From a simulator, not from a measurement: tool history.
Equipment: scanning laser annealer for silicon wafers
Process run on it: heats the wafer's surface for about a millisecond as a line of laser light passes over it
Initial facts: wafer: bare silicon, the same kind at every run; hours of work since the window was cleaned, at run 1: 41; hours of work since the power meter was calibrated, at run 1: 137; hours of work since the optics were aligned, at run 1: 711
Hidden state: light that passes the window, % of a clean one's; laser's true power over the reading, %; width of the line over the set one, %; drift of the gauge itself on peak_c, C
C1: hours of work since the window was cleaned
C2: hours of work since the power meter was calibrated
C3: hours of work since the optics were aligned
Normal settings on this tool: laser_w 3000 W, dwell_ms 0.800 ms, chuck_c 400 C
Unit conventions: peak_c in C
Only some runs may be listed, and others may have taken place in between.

run 1 hour=0.0 | laser_w=3000 dwell_ms=0.800 chuck_c=400 | C1=41 C2=137 C3=711 | peak_c=1218
run 2 hour=27.4 | laser_w=3000 dwell_ms=0.800 chuck_c=400 | C1=53 C2=149 C3=723 | peak_c=1220
run 3 hour=47.1 | laser_w=3000 dwell_ms=0.800 chuck_c=400 | C1=62 C2=158 C3=732 | peak_c=1221
run 4 hour=72.4 | laser_w=3000 dwell_ms=0.800 chuck_c=400 | C1=73 C2=169 C3=743 | peak_c=1217
run 5 hour=103.6 | laser_w=2985 dwell_ms=0.800 chuck_c=400 | C1=87 C2=183 C3=757 | peak_c=1214
run 6 hour=119.0 | laser_w=2985 dwell_ms=0.800 chuck_c=400 | C1=94 C2=190 C3=764 | peak_c=1217
run 7 hour=143.5 | laser_w=2985 dwell_ms=0.800 chuck_c=400 | C1=105 C2=201 C3=775 | peak_c=1214
run 8 hour=156.9 | laser_w=2985 dwell_ms=0.800 chuck_c=400 | C1=111 C2=207 C3=781 | peak_c=1215
run 9 hour=176.2 | laser_w=2985 dwell_ms=0.800 chuck_c=400 | C1=119 C2=215 C3=789 | peak_c=1215
run 10 hour=193.9 | laser_w=3000 dwell_ms=0.800 chuck_c=433 | C1=127 C2=223 C3=797 | peak_c=1253
run 11 hour=220.6 | laser_w=2891 dwell_ms=0.800 chuck_c=400 | C1=139 C2=235 C3=809 | peak_c=1179
run 12 hour=244.6 | laser_w=3000 dwell_ms=0.677 chuck_c=404 | C1=150 C2=246 C3=820 | peak_c=1162
run 13 hour=261.2 | laser_w=2580 dwell_ms=0.821 chuck_c=400 | C1=157 C2=253 C3=827 | peak_c=1081
run 14 hour=277.6 | laser_w=3000 dwell_ms=0.941 chuck_c=377 | C1=164 C2=261 C3=834 | peak_c=1262
run 15 hour=295.9 | laser_w=3000 dwell_ms=0.941 chuck_c=377 | C1=172 C2=269 C3=842 | peak_c=1259
run 16 hour=315.8 | laser_w=3000 dwell_ms=0.574 chuck_c=429 | C1=181 C2=278 C3=851 | peak_c=1127
run 17 hour=335.2 | laser_w=3000 dwell_ms=0.827 chuck_c=379 | C1=190 C2=286 C3=860 | peak_c=1210
run 18 hour=358.7 | laser_w=3001 dwell_ms=0.977 chuck_c=409 | C1=200 C2=297 C3=870 | peak_c=1312
run 19 hour=377.8 | laser_w=3001 dwell_ms=0.843 chuck_c=409 | C1=209 C2=305 C3=879 | peak_c=1248
run 20 hour=390.7 | laser_w=2694 dwell_ms=0.823 chuck_c=375 | C1=215 C2=311 C3=885 | peak_c=1097
run 21 hour=405.9 | laser_w=3167 dwell_ms=0.823 chuck_c=375 | C1=221 C2=318 C3=891 | peak_c=1266

5 options for the next run, each taken on its own from the tool as it stands now. Forecast them:
run A hour=425.2 | laser_w=3000 dwell_ms=0.800 chuck_c=413 | C1=230 C2=326 C3=900 | peak_c=?
run B hour=425.2 | laser_w=3024 dwell_ms=0.684 chuck_c=418 | C1=230 C2=326 C3=900 | peak_c=?
run C hour=425.2 | laser_w=3000 dwell_ms=0.811 chuck_c=400 | C1=230 C2=326 C3=900 | peak_c=?
run D hour=425.2 | laser_w=3000 dwell_ms=0.815 chuck_c=400 | C1=230 C2=326 C3=900 | peak_c=?
run E hour=425.2 | laser_w=3000 dwell_ms=0.750 chuck_c=412 | C1=230 C2=326 C3=900 | peak_c=?

run=A peak_c=1234
run=B peak_c=1183
run=C peak_c=1226
run=D peak_c=1229
run=E peak_c=1209
With the hidden condition removed and each run's random variation left untouched, the same runs would have given:
run=A peak_c=1235
run=B peak_c=1184
run=C peak_c=1226
run=D peak_c=1229
run=E peak_c=1209
